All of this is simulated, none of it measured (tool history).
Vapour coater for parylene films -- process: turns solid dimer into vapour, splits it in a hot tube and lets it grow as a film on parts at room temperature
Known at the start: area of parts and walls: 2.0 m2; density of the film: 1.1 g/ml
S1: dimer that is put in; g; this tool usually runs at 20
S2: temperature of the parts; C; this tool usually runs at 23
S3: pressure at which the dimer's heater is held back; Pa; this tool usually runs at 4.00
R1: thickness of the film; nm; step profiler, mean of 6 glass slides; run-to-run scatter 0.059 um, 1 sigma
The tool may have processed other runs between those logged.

| run | hour | S1 | S2 | S3 | R1 |
|---|---|---|---|---|---|
| 1 | 0.0 | 20 | 23 | 4.00 | 6160 |
| 2 | 20.3 | 20 | 23 | 4.00 | 6050 |
| 3 | 35.1 | 20 | 23 | 4.00 | 6080 |
| 4 | 50.7 | 20 | 33 | 4.00 | 4800 |
| 5 | 63.3 | 20 | 31 | 4.00 | 4920 |
| 6 | 77.0 | 20 | 31 | 4.00 | 5030 |
| 7 | 98.7 | 20 | 33 | 4.00 | 4670 |
| 8 | 122.3 | 20 | 33 | 4.00 | 4620 |
| 9 | 147.9 | 20 | 33 | 4.00 | 4610 |
| 10 | 161.5 | 20 | 19 | 4.00 | 6430 |
|  | 174.3 | trap's valve overhauled |
| 11 | 188.7 | 20 | 19 | 4.00 | 7560 |
| 12 | 203.1 | 20 | 23 | 4.00 | 6790 |
| 13 | 220.9 | 20 | 23 | 4.00 | 6850 |
| 14 | 236.7 | 20 | 23 | 4.00 | 6800 |
| 15 | 250.3 | 20 | 23 | 4.00 | 6710 |
| 16 | 269.9 | 20 | 23 | 4.00 | 6680 |
| 17 | 291.0 | 20 | 23 | 4.00 | 6750 |
| 18 | 304.2 | 20 | 23 | 2.97 | 6910 |
| 19 | 318.0 | 20 | 23 | 4.00 | 6690 |
| 20 | 331.1 | 20 | 23 | 4.00 | 6650 |
| 21 | 346.7 | 15 | 23 | 6.48 | 4620 |
| 22 | 358.6 | 15 | 23 | 6.48 | 4650 |
| 23 | 372.4 | 10 | 23 | 3.34 | 3350 |
| 24 | 392.2 | 10 | 23 | 3.34 | 3330 |
| 25 | 405.8 | 10 | 20 | 3.34 | 3530 |
| 26 | 424.8 | 9 | 20 | 3.34 | 3220 |
| 27 | 440.5 | 9 | 20 | 3.34 | 3230 |
| 28 | 458.3 | 9 | 20 | 3.34 | 3190 |
| 29 | 474.2 | 9 | 20 | 3.34 | 3120 |
| 30 | 488.8 | 20 | 22 | 4.13 | 6370 |
| 31 | 503.5 | 20 | 17 | 3.77 | 7360 |
| 32 | 524.7 | 20 | 17 | 3.77 | 7250 |
| 33 | 546.9 | 20 | 17 | 3.77 | 7320 |
| 34 | 571.0 | 32 | 19 | 5.77 | 10410 |
| 35 | 592.2 | 16 | 19 | 2.18 | 5750 |
| 36 | 609.9 | 16 | 19 | 2.18 | 5870 |
| 37 | 626.8 | 20 | 23 | 2.42 | 6540 |
| 38 | 642.9 | 20 | 34 | 8.60 | 4230 |
| 39 | 664.2 | 20 | 23 | 5.28 | 5810 |

Consider 4 possible next runs. They are alternatives, not a sequence: every one starts from the tool as it was left by run 39. What does each give?
| A | 679.8 | 20 | 23 | 2.49 | ? |
| B | 679.8 | 35 | 31 | 5.28 | ? |
| C | 679.8 | 20 | 23 | 9.24 | ? |
| D | 679.8 | 21 | 26 | 7.69 | ? |

| run | R1 |
|---|---|
| A | 6430 |
| B | 8350 |
| C | 5340 |
| D | 5340 |
Without the tool's hidden state the same runs would have given:
| run | R1 |
|---|---|
| A | 7540 |
| B | 9780 |
| C | 6240 |
| D | 6250 |
